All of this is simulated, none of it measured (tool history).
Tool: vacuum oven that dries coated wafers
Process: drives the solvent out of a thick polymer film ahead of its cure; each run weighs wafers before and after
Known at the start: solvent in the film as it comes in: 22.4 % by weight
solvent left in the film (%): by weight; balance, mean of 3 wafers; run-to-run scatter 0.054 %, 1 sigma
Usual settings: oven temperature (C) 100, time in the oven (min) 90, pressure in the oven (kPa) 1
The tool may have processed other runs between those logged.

run	hour	oven temperature (C)	time in the oven (min)	pressure in the oven (kPa)	solvent left in the film (%)
1	0	100	90	1	2.13
2	45.7	112	90	1	0.41
3	67.3	100	90	1	2.23
4	96.1	100	90	1	2.22
5	121.5	100	90	1.08	2.08
6	167.9	100	90	1.08	2.16
7	217.4	100	90	1	2.06
8	253.6	100	90	1	2.17
9	294	100	90	1	2.08
10	315.3	100	90	1	2.16
11	343	100	90	1	2.04
12	384.9	100	56	1	4.46
13	417.9	94	56	1	6.99
14	464.5	100	90	1	2.06
15	491.1	100	90	1	2.09
16	528.9	100	90	1	2.17
17	549.9	100	90	1	1.99
18	592.7	100	90	1	2.05
19	612.7	100	90	1	2.09
20	653.5	113	90	0.54	0.31
21	686.7	100	88	1	2.21
22	722.9	100	88	1	2.26
23	763	100	88	1	2.26
24	812.6	100	88	1	2.26
25	856.1	107	150	0.83	0.37
26	903.5	94	75	0.71	5.11
27	935.1	95	95	0.71	3.12
28	969.3	94	70	0.64	5.37
29	1000.5	94	70	0.64	5.41
30	1030.6	115	56	0.64	0.68
31	1059.1	101	81	3.95	3.49
32	1106.4	100	62	0.65	3.78
33	1149	100	68	1	3.42
34	1197.3	100	68	1	3.42
35	1240.6	100	68	1	3.36
36	1267.4	100	68	1	3.37
37	1308.5	108	90	2.63	1.37

Below are 5 alternative next runs, each starting from the tool's condition after run 37. Predict each:
A	1333	103	138	2.63	?
B	1333	100	90	1.06	?
C	1333	87	160	2.63	?
D	1333	96	90	1	?
E	1333	100	122	1	?

run	solvent left in the film (%)
A	1.32
B	2.13
C	4.61
D	3.32
E	1.19
Had the tool no hidden state, the same runs would have come out as:
run	solvent left in the film (%)
A	1.31
B	2.11
C	4.58
D	3.3
E	1.18
